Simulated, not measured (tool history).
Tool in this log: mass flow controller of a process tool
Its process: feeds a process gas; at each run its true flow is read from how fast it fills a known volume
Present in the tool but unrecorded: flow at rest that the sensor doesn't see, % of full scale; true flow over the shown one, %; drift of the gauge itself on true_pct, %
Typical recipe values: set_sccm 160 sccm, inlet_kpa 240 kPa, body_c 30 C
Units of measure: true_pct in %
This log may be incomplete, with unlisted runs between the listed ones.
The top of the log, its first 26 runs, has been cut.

| run | hour | set_sccm | inlet_kpa | body_c | hours of work since the controller was set to zero | hours of work since the controller was changed | true_pct |
|---|---|---|---|---|---|---|---|
| 27 | 3350 | 97 | 221 | 21 | 3507 | 3507 | 97.56 |
| 28 | 3500.8 | 160 | 175 | 27 | 3605 | 3605 | 97.83 |
| 29 | 3652.7 | 160 | 240 | 37 | 3704 | 3704 | 96.25 |
| 30 | 3774.8 | 160 | 220 | 20 | 3784 | 3784 | 98.11 |
| 31 | 3924.5 | 29 | 234 | 27 | 3881 | 3881 | 95.68 |
| 32 | 4005.5 | 22 | 240 | 26 | 3934 | 3934 | 95.47 |
| 33 | 4176.2 | 84 | 166 | 24 | 4046 | 4046 | 96.73 |
| 34 | 4272.9 | 104 | 154 | 35 | 4109 | 4109 | 95.72 |
| 35 | 4378.7 | 43 | 165 | 34 | 4178 | 4178 | 94.94 |
| 36 | 4482.3 | 88 | 179 | 33 | 4245 | 4245 | 95.57 |
| 37 | 4564.7 | 160 | 165 | 23 | 4299 | 4299 | 97.51 |
| 38 | 4649.7 | 20 | 240 | 27 | 4354 | 4354 | 94.82 |
| 39 | 4784.1 | 160 | 235 | 30 | 4442 | 4442 | 96.16 |
| 40 | 4856.9 | 160 | 240 | 27 | 4490 | 4490 | 96.5 |
| 41 | 4965 | 160 | 240 | 27 | 4560 | 4560 | 96.38 |
| 42 | 5139 | 103 | 166 | 26 | 4674 | 4674 | 96.1 |
| 43 | 5215.6 | 57 | 144 | 24 | 4724 | 4724 | 95.69 |
|  | 5342.1 | gauge calibrated |
| 44 | 5342.1 | 81 | 240 | 30 | 4806 | 4806 | 97.65 |
| 45 | 5447.7 | 45 | 162 | 40 | 4875 | 4875 | 96.54 |
| 46 | 5537.6 | 45 | 259 | 40 | 4934 | 4934 | 95.88 |
| 47 | 5695.5 | 40 | 274 | 40 | 5037 | 5037 | 95.56 |
| 48 | 5829.6 | 40 | 171 | 40 | 5124 | 5124 | 96.07 |

4 ways to go on from here, each from the tool as it stands after run 48. What would each give?
| A | 5936.8 | 40 | 165 | 27 | 5194 | 5194 | ? |
| B | 5936.8 | 88 | 279 | 30 | 5194 | 5194 | ? |
| C | 5936.8 | 103 | 171 | 29 | 5194 | 5194 | ? |
| D | 5936.8 | 27 | 240 | 39 | 5194 | 5194 | ? |

| run | true_pct |
|---|---|
| A | 97.51 |
| B | 97.07 |
| C | 98.1 |
| D | 95.45 |
Stripped of hidden state, with their random variation kept, the same runs would have yielded:
| run | true_pct |
|---|---|
| A | 97.98 |
| B | 97.53 |
| C | 98.56 |
| D | 95.92 |

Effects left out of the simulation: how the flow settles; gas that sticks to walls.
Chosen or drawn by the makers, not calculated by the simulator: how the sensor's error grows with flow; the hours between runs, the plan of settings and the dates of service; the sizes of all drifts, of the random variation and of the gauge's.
